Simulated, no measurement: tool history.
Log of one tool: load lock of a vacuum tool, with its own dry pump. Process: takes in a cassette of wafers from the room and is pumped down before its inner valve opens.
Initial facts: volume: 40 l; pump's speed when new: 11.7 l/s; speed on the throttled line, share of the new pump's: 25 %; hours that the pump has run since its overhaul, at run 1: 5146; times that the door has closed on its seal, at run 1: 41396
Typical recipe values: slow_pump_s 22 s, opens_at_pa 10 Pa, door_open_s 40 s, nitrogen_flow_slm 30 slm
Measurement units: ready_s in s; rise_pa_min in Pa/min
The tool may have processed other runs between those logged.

run,hour,slow_pump_s,opens_at_pa,door_open_s,nitrogen_flow_slm,hours that the pump has run since its overhaul,times that the door has closed on its seal,"incoming humidity of the room's air, %",ready_s,rise_pa_min
1,0,22,10,40,30,5146,41396,45.1,50.5,0.073
2,158,22,10,40,30,5304,41909,45.4,51.1,0.069
3,271.8,22,10,40,30,5418,42278,44.9,50.1,0.071
4,372.1,22,10,40,30,5518,42604,46.1,51.1,0.069
5,458.8,22,10,40,30,5605,42886,45.7,50.1,0.068
6,542.1,22,20,40,22,5688,43156,43.1,48.2,0.073
7,629.7,38,14,40,18,5776,43441,46,60.7,0.08
8,706.4,38,14,40,18,5852,43690,41.5,60.2,0.08
9,872.2,17,9,32,14,6018,44229,43.1,47.8,0.077

What does the tool deliver on the next run?
10,964.3,17,9,32,14,6110,44528,43.5,?,?

ready_s: 47.1 s
rise_pa_min: 0.081 Pa/min
With no hidden state in the tool, this same run would have given ready_s 44.6 s, rise_pa_min 0.022 Pa/min.

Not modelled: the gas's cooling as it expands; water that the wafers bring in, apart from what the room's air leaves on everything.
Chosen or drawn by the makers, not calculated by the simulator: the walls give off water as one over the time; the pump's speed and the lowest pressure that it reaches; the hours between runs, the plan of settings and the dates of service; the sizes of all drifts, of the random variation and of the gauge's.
